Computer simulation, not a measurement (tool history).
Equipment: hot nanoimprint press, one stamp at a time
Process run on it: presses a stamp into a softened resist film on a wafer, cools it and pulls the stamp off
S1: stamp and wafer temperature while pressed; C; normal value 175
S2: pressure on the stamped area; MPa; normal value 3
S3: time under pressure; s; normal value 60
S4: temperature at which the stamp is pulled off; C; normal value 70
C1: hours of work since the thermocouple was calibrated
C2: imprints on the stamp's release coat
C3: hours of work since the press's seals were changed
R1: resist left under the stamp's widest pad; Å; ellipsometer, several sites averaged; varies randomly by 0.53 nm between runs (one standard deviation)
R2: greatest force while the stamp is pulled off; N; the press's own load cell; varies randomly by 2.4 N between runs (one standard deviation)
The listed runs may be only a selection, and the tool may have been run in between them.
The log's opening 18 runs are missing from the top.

-- hour=1143 press's hydraulic seals changed and the load cell set to zero
-- hour=1194.5 stamp cleaned and given a new release coat
run 19 hour=1198.9 | S1=175 S2=2.16 S3=40 S4=61 | C1=99 C2=12 C3=24 | R1=3461 R2=166
run 20 hour=1250.5 | S1=175 S2=2.39 S3=60 S4=60 | C1=124 C2=155 C3=50 | R1=2836 R2=170
run 21 hour=1328.9 | S1=163 S2=3 S3=68 S4=74 | C1=163 C2=372 C3=88 | R1=4344 R2=120
run 22 hour=1390.1 | S1=181 S2=3 S3=74 S4=70 | C1=193 C2=541 C3=118 | R1=1706 R2=132
run 23 hour=1438.5 | S1=175 S2=3 S3=74 S4=78 | C1=217 C2=674 C3=142 | R1=2327 R2=106
run 24 hour=1503.3 | S1=177 S2=2.13 S3=60 S4=72 | C1=248 C2=853 C3=174 | R1=2711 R2=127
run 25 hour=1559.8 | S1=173 S2=3 S3=60 S4=69 | C1=276 C2=1010 C3=202 | R1=2827 R2=136
-- hour=1587.2 stamp cleaned and given a new release coat
run 26 hour=1637.8 | S1=173 S2=3 S3=101 S4=58 | C1=312 C2=140 C3=237 | R1=2265 R2=180
-- hour=1679.7 plate thermocouple calibrated
run 27 hour=1696.4 | S1=173 S2=3 S3=101 S4=58 | C1=8 C2=293 C3=264 | R1=2266 R2=181
run 28 hour=1746.1 | S1=168 S2=3 S3=101 S4=58 | C1=33 C2=430 C3=289 | R1=2965 R2=180
run 29 hour=1801 | S1=168 S2=3 S3=101 S4=58 | C1=60 C2=582 C3=316 | R1=2961 R2=178
run 30 hour=1834.9 | S1=179 S2=3 S3=101 S4=60 | C1=76 C2=676 C3=333 | R1=1659 R2=171

Forecast each of these 3 alternatives for the next run:
run A hour=1901.7 | S1=179 S2=3 S3=101 S4=77 | C1=109 C2=860 C3=365 | R1=? R2=?
run B hour=1901.7 | S1=174 S2=2 S3=60 S4=70 | C1=109 C2=860 C3=365 | R1=? R2=?
run C hour=1901.7 | S1=175 S2=3 S3=75 S4=70 | C1=109 C2=860 C3=365 | R1=? R2=?

run=A R1=1654 R2=109
run=B R1=3202 R2=132
run=C R1=2318 R2=132
With no hidden state in the tool, these same runs would have given:
run=A R1=1654 R2=108
run=B R1=3204 R2=132
run=C R1=2319 R2=131
